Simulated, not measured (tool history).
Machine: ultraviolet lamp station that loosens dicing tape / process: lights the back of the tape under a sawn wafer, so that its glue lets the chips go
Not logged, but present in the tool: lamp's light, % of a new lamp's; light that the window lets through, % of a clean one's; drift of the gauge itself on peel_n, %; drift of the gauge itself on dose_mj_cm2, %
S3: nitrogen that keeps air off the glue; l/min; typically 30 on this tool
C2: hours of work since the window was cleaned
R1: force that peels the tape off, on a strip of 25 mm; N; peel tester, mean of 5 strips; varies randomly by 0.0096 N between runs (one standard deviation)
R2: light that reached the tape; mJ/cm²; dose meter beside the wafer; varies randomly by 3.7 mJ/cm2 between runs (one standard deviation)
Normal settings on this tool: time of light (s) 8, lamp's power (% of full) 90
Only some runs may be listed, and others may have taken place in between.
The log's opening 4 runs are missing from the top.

{"run": 5, "day": 11.492, "time of light (s)": 8, "lamp's power (% of full)": 90, "S3": 30, "hours of work of the lamp": 300, "C2": 91, "R1": 0.463, "R2": 564}
{"run": 6, "day": 14.117, "time of light (s)": 8, "lamp's power (% of full)": 90, "S3": 30, "hours of work of the lamp": 333, "C2": 124, "R1": 0.476, "R2": 554}
{"run": 7, "day": 16.483, "time of light (s)": 8, "lamp's power (% of full)": 90, "S3": 30, "hours of work of the lamp": 363, "C2": 154, "R1": 0.486, "R2": 547}
{"run": 8, "day": 18.371, "time of light (s)": 8, "lamp's power (% of full)": 90, "S3": 30, "hours of work of the lamp": 387, "C2": 178, "R1": 0.501, "R2": 535}
{"day": 20.842, "done": "window cleaned of glue's vapour"}
{"run": 9, "day": 21.521, "time of light (s)": 8, "lamp's power (% of full)": 90, "S3": 30, "hours of work of the lamp": 426, "C2": 9, "R1": 0.446, "R2": 586}
{"run": 10, "day": 24.825, "time of light (s)": 4, "lamp's power (% of full)": 90, "S3": 30, "hours of work of the lamp": 468, "C2": 50, "R1": 1.043, "R2": 282}
{"run": 11, "day": 27.138, "time of light (s)": 4, "lamp's power (% of full)": 90, "S3": 30, "hours of work of the lamp": 497, "C2": 79, "R1": 1.053, "R2": 274}
{"run": 12, "day": 28.746, "time of light (s)": 5, "lamp's power (% of full)": 90, "S3": 30, "hours of work of the lamp": 517, "C2": 100, "R1": 0.847, "R2": 337}
{"run": 13, "day": 31.888, "time of light (s)": 8, "lamp's power (% of full)": 90, "S3": 30, "hours of work of the lamp": 557, "C2": 139, "R1": 0.514, "R2": 527}
{"run": 14, "day": 34.079, "time of light (s)": 8, "lamp's power (% of full)": 90, "S3": 30, "hours of work of the lamp": 584, "C2": 167, "R1": 0.528, "R2": 520}
{"run": 15, "day": 35.692, "time of light (s)": 8, "lamp's power (% of full)": 90, "S3": 19, "hours of work of the lamp": 605, "C2": 187, "R1": 0.599, "R2": 516}
{"day": 37.638, "done": "window cleaned of glue's vapour"}
{"run": 16, "day": 38.579, "time of light (s)": 8, "lamp's power (% of full)": 90, "S3": 30, "hours of work of the lamp": 641, "C2": 12, "R1": 0.465, "R2": 565}
{"run": 17, "day": 41.846, "time of light (s)": 8, "lamp's power (% of full)": 90, "S3": 30, "hours of work of the lamp": 682, "C2": 53, "R1": 0.485, "R2": 553}
{"run": 18, "day": 43.679, "time of light (s)": 8, "lamp's power (% of full)": 90, "S3": 30, "hours of work of the lamp": 705, "C2": 76, "R1": 0.486, "R2": 543}
{"run": 19, "day": 45.608, "time of light (s)": 8, "lamp's power (% of full)": 90, "S3": 30, "hours of work of the lamp": 729, "C2": 101, "R1": 0.497, "R2": 531}
{"run": 20, "day": 47.833, "time of light (s)": 8, "lamp's power (% of full)": 90, "S3": 30, "hours of work of the lamp": 757, "C2": 129, "R1": 0.518, "R2": 520}
{"run": 21, "day": 49.938, "time of light (s)": 8, "lamp's power (% of full)": 90, "S3": 15, "hours of work of the lamp": 784, "C2": 155, "R1": 0.658, "R2": 509}
{"run": 22, "day": 51.8, "time of light (s)": 8, "lamp's power (% of full)": 90, "S3": 15, "hours of work of the lamp": 807, "C2": 179, "R1": 0.688, "R2": 495}
{"day": 54.317, "done": "window cleaned of glue's vapour"}
{"run": 23, "day": 55.112, "time of light (s)": 8, "lamp's power (% of full)": 64, "S3": 29, "hours of work of the lamp": 849, "C2": 10, "R1": 0.723, "R2": 393}
{"run": 24, "day": 56.688, "time of light (s)": 7, "lamp's power (% of full)": 64, "S3": 11, "hours of work of the lamp": 869, "C2": 30, "R1": 1.121, "R2": 336}

Run 25 has not been measured yet. What should we expect?
{"run": 25, "day": 59.783, "time of light (s)": 5, "lamp's power (% of full)": 65, "S3": 30, "hours of work of the lamp": 908, "C2": 69, "R1": "?", "R2": "?"}

Run 25 measured R1 1.244 N, R2 240 mJ/cm².
On a tool with no hidden condition, and with the same random variation, this run would have come out at R1 1.064 N, R2 283 mJ/cm².

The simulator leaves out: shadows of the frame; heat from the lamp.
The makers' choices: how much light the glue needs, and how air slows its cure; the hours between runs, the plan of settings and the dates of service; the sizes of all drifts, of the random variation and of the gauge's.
